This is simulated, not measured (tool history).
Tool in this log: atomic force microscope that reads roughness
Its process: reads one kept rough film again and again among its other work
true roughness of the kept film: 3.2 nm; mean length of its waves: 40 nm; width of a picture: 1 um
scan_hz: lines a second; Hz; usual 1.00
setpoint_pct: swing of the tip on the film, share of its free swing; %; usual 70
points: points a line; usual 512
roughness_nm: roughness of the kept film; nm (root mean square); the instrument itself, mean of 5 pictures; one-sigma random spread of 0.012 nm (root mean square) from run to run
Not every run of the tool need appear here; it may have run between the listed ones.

run     day  scan_hz  setpoint_pct  points  roughness_nm
  1   0.000     1.00            70     512         2.870
  2   0.575     1.00            70     512         2.823
  3   0.992     1.00            70     512         2.805
  4   1.533     1.00            70     512         2.771
  5   1.825     1.00            70     512         2.748
  6   2.308     1.00            70     512         2.736
  7   2.612     1.00            70     512         2.699
  8   3.138     1.00            70     512         2.713
  9   3.600     1.00            70     512         2.682
 10   4.029     1.00            70     512         2.668
 11   4.496     1.00            56     512         2.752
 12   4.833     1.00            56     512         2.722
 13   5.483     1.00            84     512         2.461
 14   6.092     1.00            70     512         2.602
      6.488  -- new tip fitted
 15   6.617     3.56            70     512         2.536
 16   6.917     3.56            70     512         2.559
 17   7.521     3.56            70     512         2.533
 18   7.988     3.56            70     512         2.514
 19   8.329     1.00            73     512         2.801
 20   8.671     1.00            70     512         2.805
      8.767  -- height scale calibrated on a step standard
 21   9.100     1.00            70     512         2.781
 22   9.654     1.00            70     512         2.767
 23  10.133     1.00            70     511         2.732
 24  10.517     1.15            70     511         2.727
 25  10.854     1.15            70     511         2.677
 26  11.308     1.15            70     511         2.666
     11.654  -- height scale calibrated on a step standard, once more
 27  11.862     1.15            70     511         2.666
 28  12.550     1.15            70     698         2.662
 29  13.183     1.15            70     698         2.635
 30  13.754     3.45            87     297         1.921
 31  14.342     3.45            87     297         1.892
     14.600  -- new tip fitted
 32  14.800     1.03            60     396         2.951
 33  15.125     0.97            84     503         2.750
 34  15.450     0.97            59     503         2.949
 35  16.042     0.97            59     503         2.929
 36  16.371     3.66            66     274         2.577
 37  16.975     0.69            81     805         2.777
 38  17.496     0.69            81     805         2.752
 39  18.058     0.69            81     805         2.722
 40  18.392     0.69            81     805         2.720
 41  18.988     2.11            70     512         2.577
 42  19.350     2.11            70     512         2.571
 43  19.717     1.00            56     471         2.788
 44  20.162     1.09            70     762         2.691
 45  20.850     0.75            61     512         2.737
 46  21.321     3.58            83     302         1.975
 47  21.875     1.00            66     512         2.624
 48  22.567     1.00            86     502         2.412
     22.646  -- new tip fitted
 49  23.292     1.00            86     502         2.701
 50  23.992     0.93            70     512         2.862
 51  24.617     0.93            70     512         2.815
 52  25.325     0.93            70     512         2.799
 53  25.983     1.42            71     512         2.700
 54  26.392     1.42            71     288         2.689

Branching from run 54: 3 alternative next runs. What would each branch give?
  A  26.858     0.52            68     516             ?
  B  26.858     3.85            76     705             ?
  C  26.858     2.85            61     765             ?

run  roughness_nm
  A         2.802
  B         2.248
  C         2.631
Without the tool's hidden state the same runs would have given:
run  roughness_nm
  A         2.985
  B         2.394
  C         2.803
